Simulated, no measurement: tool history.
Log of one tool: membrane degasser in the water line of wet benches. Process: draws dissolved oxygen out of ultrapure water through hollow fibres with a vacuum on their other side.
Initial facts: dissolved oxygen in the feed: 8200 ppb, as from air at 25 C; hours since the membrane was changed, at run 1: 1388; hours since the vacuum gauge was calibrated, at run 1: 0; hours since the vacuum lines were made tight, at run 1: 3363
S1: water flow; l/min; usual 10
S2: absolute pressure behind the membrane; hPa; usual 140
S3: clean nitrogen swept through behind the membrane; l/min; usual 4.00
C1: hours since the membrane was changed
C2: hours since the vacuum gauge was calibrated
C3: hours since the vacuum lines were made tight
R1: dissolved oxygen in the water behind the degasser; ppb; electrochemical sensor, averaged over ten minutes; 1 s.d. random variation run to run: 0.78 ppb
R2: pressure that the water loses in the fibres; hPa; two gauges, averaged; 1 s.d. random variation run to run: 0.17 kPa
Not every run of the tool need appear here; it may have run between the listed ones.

run,hour,S1,S2,S3,C1,C2,C3,R1,R2
1,0.0,10,140,4.00,1388,0,3363,76.1,260.8
2,41.1,10,140,4.00,1429,41,3404,76.0,260.1
3,98.6,10,140,4.00,1486,99,3462,75.0,259.7
4,172.0,10,140,4.00,1560,172,3535,75.3,260.6
# hour 230.7: seals of the vacuum lines changed
5,244.7,10,140,4.00,1630,243,14,72.8,259.6
6,318.8,8,140,4.00,1704,317,88,56.2,210.9
7,358.6,10,140,11.73,1744,357,128,29.3,260.4
8,425.5,10,140,11.73,1811,424,195,29.5,262.0
9,491.8,10,140,2.53,1878,490,261,112.4,258.7
10,547.8,11,140,4.00,1934,546,317,82.5,287.2
11,613.9,12,140,4.00,2000,612,383,90.9,310.9
12,681.9,12,140,4.00,2068,680,451,91.9,313.6
13,757.1,12,140,4.00,2143,755,526,89.9,315.2
14,817.0,12,140,4.00,2203,815,586,91.4,311.6
15,867.3,12,339,4.00,2253,865,637,238.5,312.2
16,937.2,12,339,4.00,2323,935,707,236.0,312.9
17,980.9,12,339,4.00,2367,979,750,233.9,315.1
18,1048.7,9,140,9.80,2434,1047,818,29.6,238.2
19,1123.5,11,95,4.00,2509,1121,893,54.5,291.9
20,1162.3,10,127,4.00,2548,1160,932,66.3,261.7
21,1217.6,10,127,4.00,2603,1216,987,65.4,262.4
22,1289.6,6,181,1.70,2675,1288,1059,138.1,155.6
23,1342.0,10,140,8.09,2728,1340,1111,41.1,263.2
24,1415.3,10,140,8.09,2801,1413,1185,40.5,261.9
25,1462.9,13,122,11.91,2849,1461,1232,41.1,344.0
26,1494.2,13,122,11.91,2880,1492,1264,41.0,344.3
27,1562.6,11,125,11.91,2948,1561,1332,31.7,293.6
28,1620.0,11,85,3.10,3006,1618,1389,57.2,291.3
29,1653.6,8,140,5.73,3039,1652,1423,41.8,212.5
30,1714.0,15,121,10.35,3100,1712,1483,56.6,396.0
31,1779.6,7,221,7.34,3165,1778,1549,50.4,187.8
32,1824.3,10,311,1.61,3210,1822,1594,422.1,267.5

Branching from run 32: 4 alternative next runs. What would each branch give?
A,1867.6,10,311,3.05,3253,1866,1637,?,?
B,1867.6,11,242,4.00,3253,1866,1637,?,?
C,1867.6,9,295,1.70,3253,1866,1637,?,?
D,1867.6,7,90,5.36,3253,1866,1637,?,?

run,R1,R2
A,235.4,268.3
B,154.6,292.0
C,338.6,240.9
D,23.3,185.8
Had the tool no hidden state, the same runs would have come out as:
run,R1,R2
A,226.8,255.5
B,147.6,278.0
C,327.1,229.4
D,21.3,176.9

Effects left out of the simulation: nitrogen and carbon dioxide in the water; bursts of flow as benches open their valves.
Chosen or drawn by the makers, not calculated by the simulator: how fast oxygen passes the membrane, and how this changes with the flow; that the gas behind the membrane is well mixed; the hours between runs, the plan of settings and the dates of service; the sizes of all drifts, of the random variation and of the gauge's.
